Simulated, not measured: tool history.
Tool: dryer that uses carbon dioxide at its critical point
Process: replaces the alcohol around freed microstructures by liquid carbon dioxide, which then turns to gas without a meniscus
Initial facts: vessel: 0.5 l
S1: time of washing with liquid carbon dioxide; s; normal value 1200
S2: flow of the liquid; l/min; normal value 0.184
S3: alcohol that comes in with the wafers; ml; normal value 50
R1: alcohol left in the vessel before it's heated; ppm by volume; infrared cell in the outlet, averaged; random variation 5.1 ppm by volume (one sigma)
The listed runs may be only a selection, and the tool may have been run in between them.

| run | hour | S1 | S2 | S3 | R1 |
|---|---|---|---|---|---|
| 1 | 0 | 1200 | 0.184 | 50 | 280 |
| 2 | 9.7 | 1200 | 0.184 | 37 | 248 |
| 3 | 24.5 | 960 | 0.184 | 50 | 662 |
| 4 | 36.6 | 1200 | 0.184 | 40 | 260 |
|  | 51.1 | inlet filter changed |
| 5 | 58.6 | 1200 | 0.184 | 40 | 205 |
| 6 | 78.7 | 1200 | 0.184 | 50 | 234 |
| 7 | 97.7 | 1200 | 0.184 | 50 | 242 |
| 8 | 115.9 | 1200 | 0.184 | 61 | 263 |
| 9 | 136.5 | 1200 | 0.296 | 61 | 168 |
| 10 | 147 | 1200 | 0.184 | 30 | 222 |
| 11 | 156.9 | 1200 | 0.247 | 50 | 178 |
| 12 | 176.3 | 1200 | 0.247 | 50 | 184 |
| 13 | 190.6 | 1200 | 0.247 | 50 | 189 |
| 14 | 211.5 | 1200 | 0.247 | 50 | 190 |
| 15 | 230.7 | 1200 | 0.247 | 50 | 187 |
| 16 | 249.4 | 1200 | 0.184 | 68 | 324 |
| 17 | 261.4 | 1200 | 0.184 | 68 | 336 |
|  | 268.3 | purifier's bed changed |
| 18 | 277.4 | 1200 | 0.184 | 68 | 167 |
| 19 | 298.8 | 1200 | 0.184 | 50 | 114 |
| 20 | 310.4 | 1200 | 0.184 | 50 | 132 |
| 21 | 327.4 | 1200 | 0.184 | 50 | 134 |
| 22 | 342.8 | 1200 | 0.184 | 50 | 148 |
| 23 | 353 | 1200 | 0.184 | 50 | 140 |
| 24 | 366.1 | 1200 | 0.167 | 95 | 491 |
|  | 377.6 | inlet filter changed |
| 25 | 381.2 | 1740 | 0.116 | 51 | 148 |
| 26 | 392 | 1200 | 0.168 | 85 | 248 |
| 27 | 411.8 | 1200 | 0.153 | 50 | 271 |
| 28 | 426.7 | 1200 | 0.184 | 29 | 76 |
| 29 | 444.8 | 780 | 0.133 | 21 | 1459 |
| 30 | 465.2 | 780 | 0.133 | 21 | 1547 |
| 31 | 481.7 | 780 | 0.133 | 21 | 1587 |
| 32 | 501.6 | 1200 | 0.263 | 106 | 49 |
| 33 | 524 | 1200 | 0.12 | 106 | 2394 |
| 34 | 537 | 1200 | 0.12 | 106 | 2297 |
| 35 | 555.4 | 1200 | 0.12 | 106 | 2556 |
| 36 | 566.4 | 840 | 0.261 | 52 | 156 |
| 37 | 588 | 1680 | 0.261 | 52 | 61 |
| 38 | 602.2 | 1200 | 0.211 | 60 | 106 |
| 39 | 615.9 | 900 | 0.224 | 92 | 451 |
| 40 | 629.1 | 900 | 0.224 | 92 | 457 |
| 41 | 642.5 | 1260 | 0.224 | 92 | 100 |
| 42 | 652.8 | 1440 | 0.224 | 42 | 76 |
| 43 | 672.5 | 1140 | 0.177 | 31 | 220 |
| 44 | 682.4 | 1140 | 0.177 | 35 | 253 |
|  | 702.5 | inlet filter changed |
| 45 | 703.3 | 1140 | 0.177 | 26 | 136 |

Forecast each of these 3 alternatives for the next run:
| A | 712.5 | 1140 | 0.148 | 108 | ? |
| B | 712.5 | 1200 | 0.184 | 73 | ? |
| C | 712.5 | 1500 | 0.184 | 50 | ? |

| run | R1 |
|---|---|
| A | 877 |
| B | 171 |
| C | 93 |
With no hidden state in the tool, these same runs would have given:
| run | R1 |
|---|---|
| A | 777 |
| B | 96 |
| C | 20 |

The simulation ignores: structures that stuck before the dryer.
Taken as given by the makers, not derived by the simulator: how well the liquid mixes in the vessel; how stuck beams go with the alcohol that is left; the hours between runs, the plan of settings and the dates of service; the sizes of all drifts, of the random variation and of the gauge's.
